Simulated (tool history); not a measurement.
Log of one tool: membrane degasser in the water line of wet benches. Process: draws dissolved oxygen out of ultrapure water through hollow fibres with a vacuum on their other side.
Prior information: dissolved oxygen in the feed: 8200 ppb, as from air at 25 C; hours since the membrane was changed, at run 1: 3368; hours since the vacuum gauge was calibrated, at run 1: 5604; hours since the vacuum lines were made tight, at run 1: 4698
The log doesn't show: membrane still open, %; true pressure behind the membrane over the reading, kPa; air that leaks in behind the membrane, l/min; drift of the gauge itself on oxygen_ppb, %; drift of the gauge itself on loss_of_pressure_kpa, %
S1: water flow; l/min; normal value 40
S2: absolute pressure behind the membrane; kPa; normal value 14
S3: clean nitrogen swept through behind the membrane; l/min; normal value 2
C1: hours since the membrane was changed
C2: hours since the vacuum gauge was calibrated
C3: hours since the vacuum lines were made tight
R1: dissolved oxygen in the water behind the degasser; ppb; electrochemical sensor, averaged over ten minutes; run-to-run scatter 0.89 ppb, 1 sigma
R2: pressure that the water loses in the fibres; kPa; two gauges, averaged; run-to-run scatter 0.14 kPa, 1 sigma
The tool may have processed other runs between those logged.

run    hour  S1    S2    S3    C1    C2    C3     R1     R2
  1       0  40    14     2  3368  5604  4698  461.3  51.82
  2    75.5  40    14     2  3443  5679  4773  460.9  51.55
  3   183.6  40  17.5     2  3551  5787  4882  599.6  51.38
  4   239.7  40    14     2  3607  5843  4938    462  51.61
  5   314.6  40    14  1.69  3682  5918  5013  529.7  51.46
  6     427  40    14  1.81  3795  6031  5125  501.2  51.26
  7   524.6  40    14  1.81  3892  6128  5223  500.1  51.13
  8   603.4  40    14     2  3971  6207  5301  460.3  51.13
  9   664.2  40    14     2  4032  6268  5362  459.4  51.14
 10   726.2  40    14     2  4094  6330  5424  460.1   51.4
 11   790.6  40    14     2  4158  6394  5489  460.2  51.09
 12   853.4  40    14     2  4221  6457  5551  460.6  50.89
 13   922.1  40    14     2  4290  6526  5620    461  50.93
 14  1036.1  40    14     2  4404  6640  5734  460.2  51.08
 15  1094.8  40    14     2  4463  6699  5793  459.5  50.93
 16  1201.1  40    14     2  4569  6805  5899  462.3  50.69
 17  1314.8  40    14     2  4683  6919  6013  460.1  50.59
 18  1410.7  40   9.5  4.73  4778  7014  6109  128.6  50.62
     1428.5  -- gauge calibrated
 19  1467.5  40   9.5  4.73  4835  7071  6165  128.8  51.75
 20  1547.3  40  15.4  5.85  4915  7151  6245  199.1  51.76
 21  1666.1  45    14  2.39  5034  7270  6364  439.9  57.81
 22  1768.3  25    14     2  5136  7372  6466    305  32.16
 23  1835.1  25    14  3.88  5203  7439  6533  165.1  31.96
 24    1891  25    14  3.88  5259  7495  6589    165  32.09
 25  1948.7  62  24.1  3.88  5316  7552  6647  719.3   79.7
 26  2062.2  61    14     2  5430  7666  6760  664.6   78.5
 27  2166.4  40  18.3  1.26  5534  7770  6864  913.2     51
 28  2247.4  40  19.4     2  5615  7851  6945  672.9  50.89
 29  2330.1  40  19.4     2  5698  7934  7028  673.5  50.79
 30  2414.5  40  19.4     2  5782  8018  7113  672.3  50.77
 31  2491.8  40  19.4     2  5860  8096  7190  673.3  50.86
 32  2604.5  40  19.4     2  5972  8208  7303  670.5  50.76

Consider 3 possible next runs. They are alternatives, not a sequence: every one starts from the tool as it was left by run 32. What does each give?
     2641.3  -- vacuum gauge calibrated
  A  2672.1  50  19.4     2  6039  31  7370   ?   ?
     2641.3  -- vacuum gauge calibrated
  B  2672.1  40   8.5  2.23  6039  31  7370   ?   ?
     2641.3  -- vacuum gauge calibrated
  C  2672.1  40  32.3  1.62  6039  31  7370   ?   ?

run      R1     R2
  A   811.9  63.39
  B   212.4  50.63
  C  1343.1   50.8
With no hidden state in the tool, these same runs would have given:
run     R1     R2
  A  811.8  64.67
  B  212.4  51.65
  C   1343  51.82

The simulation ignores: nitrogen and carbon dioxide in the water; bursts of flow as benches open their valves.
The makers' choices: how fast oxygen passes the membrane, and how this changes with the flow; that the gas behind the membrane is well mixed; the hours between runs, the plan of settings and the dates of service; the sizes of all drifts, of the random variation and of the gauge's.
